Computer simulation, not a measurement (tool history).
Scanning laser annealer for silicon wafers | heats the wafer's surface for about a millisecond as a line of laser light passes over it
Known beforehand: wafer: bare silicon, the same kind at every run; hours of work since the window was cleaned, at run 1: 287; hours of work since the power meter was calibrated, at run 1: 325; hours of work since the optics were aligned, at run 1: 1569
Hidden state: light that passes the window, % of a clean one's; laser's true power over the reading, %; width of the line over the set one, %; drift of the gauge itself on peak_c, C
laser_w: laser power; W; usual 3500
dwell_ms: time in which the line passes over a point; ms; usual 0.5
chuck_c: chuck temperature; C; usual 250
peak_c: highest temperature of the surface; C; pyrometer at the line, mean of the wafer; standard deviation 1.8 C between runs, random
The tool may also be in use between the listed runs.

run	day	laser_w	dwell_ms	chuck_c	hours of work since the window was cleaned	hours of work since the power meter was calibrated	hours of work since the optics were aligned	peak_c
1	0	3500	0.5	250	287	325	1569	1081
# day 1.221: optics aligned, line set to its width
2	1.221	3500	0.5	250	304	342	0	1080
3	2.183	3500	0.5	250	320	358	16	1080
4	2.817	3500	0.5	250	331	369	27	1081
5	4.192	3500	0.5	241	354	392	50	1070
6	5.429	3500	0.384	241	375	413	71	953
7	6.475	3500	0.384	241	393	431	89	955
8	7.708	3500	0.384	213	414	452	110	927
# day 7.925: window over the wafer cleaned
9	9.179	3500	0.384	213	21	475	133	928
10	10.312	3500	0.384	213	40	494	152	926
11	11.2	3500	0.366	271	55	509	167	965
12	11.938	3500	0.366	271	68	522	180	967
13	12.983	3500	0.366	269	86	539	198	962
14	13.646	3500	0.366	269	97	551	209	965

3 ways to go on from here, each from the tool as it stands after run 14. What would each give?
A	14.329	3500	0.603	285	108	562	220	?
B	14.329	3658	0.359	247	108	562	220	?
C	14.329	3463	0.366	269	108	562	220	?

run	peak_c
A	1211
B	971
C	954
Had the tool no hidden state, the same runs would have come out as:
run	peak_c
A	1211
B	971
C	955

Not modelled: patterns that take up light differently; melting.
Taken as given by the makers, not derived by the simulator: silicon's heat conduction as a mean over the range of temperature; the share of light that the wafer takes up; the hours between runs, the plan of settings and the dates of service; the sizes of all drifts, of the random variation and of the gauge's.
